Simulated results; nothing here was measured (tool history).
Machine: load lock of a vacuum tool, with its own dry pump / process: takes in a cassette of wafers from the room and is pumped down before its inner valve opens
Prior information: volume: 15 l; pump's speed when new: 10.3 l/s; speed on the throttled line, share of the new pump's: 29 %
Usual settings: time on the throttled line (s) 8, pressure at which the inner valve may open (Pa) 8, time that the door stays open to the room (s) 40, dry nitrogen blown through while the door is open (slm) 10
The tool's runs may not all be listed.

| run | hour | time on the throttled line (s) | pressure at which the inner valve may open (Pa) | time that the door stays open to the room (s) | dry nitrogen blown through while the door is open (slm) | incoming humidity of the room's air, % | time from the closed door until the inner valve may open (s) | rise of the pressure with all valves shut (Pa/min) |
|---|---|---|---|---|---|---|---|---|
| 1 | 0.0 | 8 | 8 | 40 | 10 | 47.0 | 23.6 | 0.235 |
| 2 | 266.8 | 8 | 8 | 178 | 10 | 45.2 | 23.6 | 0.289 |
| 3 | 828.3 | 8 | 8 | 178 | 10 | 46.1 | 23.6 | 0.298 |
| 4 | 1115.4 | 8 | 9 | 178 | 10 | 46.1 | 23.1 | 0.307 |
|  | 1352.4 | dry pump taken out, an overhauled one fitted |
| 5 | 1596.5 | 8 | 8 | 40 | 5 | 44.7 | 19.9 | 0.253 |
| 6 | 1899.5 | 8 | 8 | 40 | 5 | 43.6 | 19.6 | 0.252 |
| 7 | 2337.5 | 8 | 8 | 40 | 15 | 46.0 | 19.7 | 0.250 |
| 8 | 2790.7 | 8 | 8 | 40 | 10 | 48.2 | 20.2 | 0.264 |
| 9 | 3352.8 | 8 | 12 | 40 | 10 | 46.7 | 19.4 | 0.273 |
| 10 | 3770.1 | 7 | 8 | 40 | 10 | 44.7 | 19.3 | 0.276 |
| 11 | 4054.8 | 8 | 8 | 40 | 10 | 46.7 | 20.1 | 0.278 |
| 12 | 4623.0 | 8 | 8 | 40 | 10 | 46.6 | 19.3 | 0.290 |
| 13 | 4886.9 | 6 | 8 | 42 | 10 | 52.3 | 19.1 | 0.300 |
| 14 | 5415.7 | 8 | 8 | 96 | 17 | 46.1 | 20.5 | 0.319 |
| 15 | 5929.8 | 8 | 8 | 96 | 17 | 44.3 | 20.1 | 0.330 |
| 16 | 6456.7 | 8 | 8 | 40 | 32 | 45.0 | 20.8 | 0.311 |
| 17 | 6960.6 | 8 | 8 | 46 | 10 | 47.5 | 20.4 | 0.329 |
| 18 | 7524.0 | 6 | 12 | 108 | 16 | 45.6 | 18.8 | 0.365 |
| 19 | 8091.6 | 5 | 12 | 51 | 16 | 43.6 | 18.1 | 0.350 |
| 20 | 8582.8 | 8 | 8 | 40 | 7 | 43.1 | 20.6 | 0.350 |
| 21 | 9078.8 | 12 | 8 | 40 | 10 | 47.1 | 23.1 | 0.361 |
| 22 | 9554.3 | 12 | 8 | 40 | 10 | 44.3 | 23.4 | 0.376 |
| 23 | 9874.3 | 8 | 12 | 40 | 18 | 47.3 | 20.8 | 0.375 |

Below are 5 alternative next runs, each starting from the tool's condition after run 23. Predict each:
| A | 10204.4 | 8 | 12 | 40 | 27 | 46.2 | ? | ? |
| B | 10204.4 | 8 | 10 | 40 | 10 | 45.8 | ? | ? |
| C | 10204.4 | 5 | 8 | 29 | 10 | 41.1 | ? | ? |
| D | 10204.4 | 15 | 12 | 32 | 20 | 42.4 | ? | ? |
| E | 10204.4 | 12 | 10 | 46 | 18 | 44.7 | ? | ? |

| run | time from the closed door until the inner valve may open (s) | rise of the pressure with all valves shut (Pa/min) |
|---|---|---|
| A | 20.1 | 0.374 |
| B | 20.8 | 0.385 |
| C | 19.2 | 0.372 |
| D | 24.3 | 0.367 |
| E | 23.4 | 0.379 |
What these runs would have given with no unlogged condition in the tool:
| run | time from the closed door until the inner valve may open (s) | rise of the pressure with all valves shut (Pa/min) |
|---|---|---|
| A | 18.6 | 0.041 |
| B | 19.3 | 0.053 |
| C | 17.5 | 0.034 |
| D | 23.0 | 0.038 |
| E | 22.0 | 0.044 |

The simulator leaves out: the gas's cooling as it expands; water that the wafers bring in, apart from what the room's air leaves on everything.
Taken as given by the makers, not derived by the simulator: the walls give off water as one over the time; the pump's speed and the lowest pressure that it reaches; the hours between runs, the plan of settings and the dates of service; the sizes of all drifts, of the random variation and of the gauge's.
